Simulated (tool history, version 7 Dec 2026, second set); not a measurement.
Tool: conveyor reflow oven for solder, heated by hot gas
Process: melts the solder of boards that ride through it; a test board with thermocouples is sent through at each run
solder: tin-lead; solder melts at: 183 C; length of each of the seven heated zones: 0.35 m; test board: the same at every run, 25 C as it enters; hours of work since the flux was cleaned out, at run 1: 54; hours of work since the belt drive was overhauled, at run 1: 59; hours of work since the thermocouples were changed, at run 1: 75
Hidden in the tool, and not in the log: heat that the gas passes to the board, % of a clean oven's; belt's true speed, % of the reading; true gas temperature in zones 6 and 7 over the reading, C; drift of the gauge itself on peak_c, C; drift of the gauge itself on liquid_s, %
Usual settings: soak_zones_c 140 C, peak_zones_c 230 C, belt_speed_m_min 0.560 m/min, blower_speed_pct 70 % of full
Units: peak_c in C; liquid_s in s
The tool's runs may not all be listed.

| run | hour | soak_zones_c | peak_zones_c | belt_speed_m_min | blower_speed_pct | hours of work since the flux was cleaned out | hours of work since the belt drive was overhauled | hours of work since the thermocouples were changed | peak_c | liquid_s |
|---|---|---|---|---|---|---|---|---|---|---|
| 1 | 0.0 | 140 | 230 | 0.560 | 70 | 54 | 59 | 75 | 211.6 | 51.7 |
| 2 | 7.7 | 140 | 230 | 0.560 | 70 | 57 | 63 | 79 | 211.7 | 51.8 |
| 3 | 20.3 | 140 | 230 | 0.560 | 70 | 63 | 68 | 84 | 211.9 | 51.7 |
| 4 | 30.8 | 140 | 230 | 0.560 | 70 | 67 | 73 | 89 | 211.8 | 51.8 |
| 5 | 40.1 | 140 | 230 | 0.560 | 70 | 71 | 77 | 93 | 211.6 | 51.6 |
| 6 | 48.1 | 140 | 230 | 0.560 | 62 | 75 | 80 | 96 | 209.7 | 49.4 |
| 7 | 55.1 | 140 | 230 | 0.560 | 70 | 78 | 83 | 99 | 211.3 | 51.4 |
| 8 | 63.5 | 140 | 230 | 0.560 | 70 | 81 | 87 | 103 | 211.4 | 51.6 |
| 9 | 70.6 | 140 | 230 | 0.560 | 70 | 84 | 90 | 106 | 211.5 | 51.4 |
| 10 | 77.2 | 140 | 230 | 0.560 | 70 | 87 | 93 | 109 | 211.5 | 51.4 |
| 11 | 86.3 | 140 | 230 | 0.560 | 70 | 91 | 97 | 113 | 211.7 | 51.5 |
| 12 | 92.2 | 140 | 230 | 0.560 | 63 | 94 | 99 | 115 | 210.0 | 49.4 |
| 13 | 99.9 | 140 | 230 | 0.598 | 70 | 97 | 102 | 119 | 209.3 | 45.7 |
| 14 | 107.0 | 140 | 230 | 0.598 | 70 | 100 | 106 | 122 | 209.0 | 45.5 |
|  | 112.8 | flux residue cleaned out of gas plates and filters |
| 15 | 122.7 | 140 | 230 | 0.598 | 70 | 4 | 110 | 126 | 208.3 | 44.6 |
| 16 | 135.8 | 140 | 239 | 0.487 | 71 | 10 | 116 | 132 | 223.1 | 70.3 |
| 17 | 145.0 | 128 | 220 | 0.620 | 77 | 14 | 120 | 136 | 197.5 | 27.2 |
| 18 | 158.6 | 128 | 220 | 0.620 | 77 | 20 | 126 | 142 | 197.5 | 27.3 |
| 19 | 171.1 | 128 | 220 | 0.620 | 83 | 25 | 131 | 147 | 198.3 | 29.1 |
|  | 184.2 | flux residue cleaned out of gas plates and filters, once more |
| 20 | 186.0 | 128 | 220 | 0.620 | 83 | 1 | 135 | 151 | 201.2 | 33.1 |
| 21 | 193.3 | 142 | 220 | 0.620 | 83 | 4 | 138 | 154 | 204.0 | 40.8 |
| 22 | 203.7 | 138 | 242 | 0.620 | 56 | 8 | 143 | 159 | 214.6 | 47.1 |
| 23 | 210.2 | 140 | 230 | 0.560 | 86 | 11 | 146 | 162 | 215.7 | 56.0 |
| 24 | 217.8 | 139 | 228 | 0.646 | 70 | 14 | 149 | 165 | 206.0 | 38.9 |
| 25 | 224.6 | 148 | 231 | 0.603 | 78 | 17 | 152 | 168 | 214.3 | 53.3 |
| 26 | 234.9 | 128 | 239 | 0.480 | 53 | 22 | 156 | 172 | 219.4 | 63.1 |
| 27 | 243.1 | 140 | 230 | 0.560 | 51 | 25 | 160 | 176 | 207.8 | 47.0 |
| 28 | 248.9 | 140 | 230 | 0.560 | 51 | 28 | 162 | 178 | 207.9 | 46.8 |
| 29 | 255.2 | 140 | 238 | 0.645 | 51 | 31 | 165 | 181 | 208.2 | 40.0 |
| 30 | 266.9 | 140 | 238 | 0.645 | 51 | 36 | 170 | 186 | 208.0 | 39.8 |

The same runs without the tool's hidden state, with the same run-to-run variation:
| run | peak_c | liquid_s |
|---|---|---|
| 1 | 212.2 | 52.3 |
| 2 | 212.3 | 52.5 |
| 3 | 212.5 | 52.4 |
| 4 | 212.5 | 52.5 |
| 5 | 212.4 | 52.4 |
| 6 | 210.5 | 50.3 |
| 7 | 212.1 | 52.2 |
| 8 | 212.2 | 52.5 |
| 9 | 212.3 | 52.3 |
| 10 | 212.3 | 52.4 |
| 11 | 212.6 | 52.4 |
| 12 | 210.8 | 50.4 |
| 13 | 210.3 | 46.8 |
| 14 | 210.0 | 46.6 |
| 15 | 210.2 | 46.8 |
| 16 | 224.7 | 71.6 |
| 17 | 199.7 | 30.6 |
| 18 | 199.8 | 30.8 |
| 19 | 200.6 | 32.6 |
| 20 | 200.8 | 32.5 |
| 21 | 203.6 | 40.2 |
| 22 | 214.2 | 46.6 |
| 23 | 215.3 | 55.6 |
| 24 | 205.7 | 38.5 |
| 25 | 214.0 | 53.0 |
| 26 | 219.1 | 62.6 |
| 27 | 207.5 | 46.6 |
| 28 | 207.6 | 46.4 |
| 29 | 208.0 | 39.7 |
| 30 | 207.8 | 39.6 |

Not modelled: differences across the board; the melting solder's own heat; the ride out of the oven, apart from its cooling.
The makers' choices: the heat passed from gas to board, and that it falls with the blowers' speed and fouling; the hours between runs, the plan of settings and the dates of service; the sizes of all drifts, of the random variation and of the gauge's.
